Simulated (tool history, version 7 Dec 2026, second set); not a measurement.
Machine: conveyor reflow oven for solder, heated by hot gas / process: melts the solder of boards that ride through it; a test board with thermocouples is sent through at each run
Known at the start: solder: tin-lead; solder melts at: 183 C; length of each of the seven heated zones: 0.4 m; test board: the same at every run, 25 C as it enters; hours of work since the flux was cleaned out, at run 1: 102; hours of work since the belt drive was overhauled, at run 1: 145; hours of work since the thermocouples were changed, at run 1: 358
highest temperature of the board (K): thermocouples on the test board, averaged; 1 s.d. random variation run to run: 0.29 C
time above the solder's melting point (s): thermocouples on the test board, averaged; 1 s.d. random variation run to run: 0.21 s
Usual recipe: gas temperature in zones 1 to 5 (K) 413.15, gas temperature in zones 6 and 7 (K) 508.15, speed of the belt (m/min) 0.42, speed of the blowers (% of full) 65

| run | day | gas temperature in zones 1 to 5 (K) | gas temperature in zones 6 and 7 (K) | speed of the belt (m/min) | speed of the blowers (% of full) | hours of work since the flux was cleaned out | hours of work since the belt drive was overhauled | hours of work since the thermocouples were changed | highest temperature of the board (K) | time above the solder's melting point (s) |
|---|---|---|---|---|---|---|---|---|---|---|
| 1 | 0 | 413.15 | 508.15 | 0.42 | 65 | 102 | 145 | 358 | 493.15 | 90.7 |
| 2 | 0.592 | 413.15 | 508.15 | 0.42 | 65 | 108 | 152 | 364 | 493.15 | 90.5 |
| 3 | 1.083 | 407.15 | 508.15 | 0.42 | 65 | 114 | 157 | 369 | 491.95 | 86.3 |
| 4 | 1.371 | 413.15 | 508.15 | 0.42 | 65 | 117 | 160 | 372 | 492.85 | 90.8 |
| 5 | 1.729 | 409.15 | 508.15 | 0.42 | 65 | 120 | 163 | 376 | 492.45 | 87.8 |
| 6 | 2.267 | 427.15 | 508.15 | 0.42 | 65 | 126 | 169 | 382 | 495.05 | 101.3 |
| 7 | 2.575 | 427.15 | 508.15 | 0.42 | 65 | 129 | 172 | 385 | 495.65 | 101.8 |
| 8 | 2.925 | 427.15 | 508.15 | 0.42 | 65 | 133 | 176 | 388 | 494.75 | 101 |
| 9 | 3.283 | 428.15 | 508.15 | 0.42 | 88 | 136 | 179 | 392 | 498.95 | 105.6 |
| 10 | 3.621 | 428.15 | 508.15 | 0.42 | 88 | 140 | 183 | 396 | 498.35 | 105.2 |

Forecast run 11:
| 11 | 4.054 | 408.15 | 508.15 | 0.42 | 56 | 144 | 187 | 400 | ? | ? |

{"run 11": {"highest temperature of the board (K)": 489.65, "time above the solder's melting point (s)": 82.9}}
Minus the tool's unlogged condition, the same run would have read highest temperature of the board (K) 491.25, time above the solder's melting point (s) 84.6.
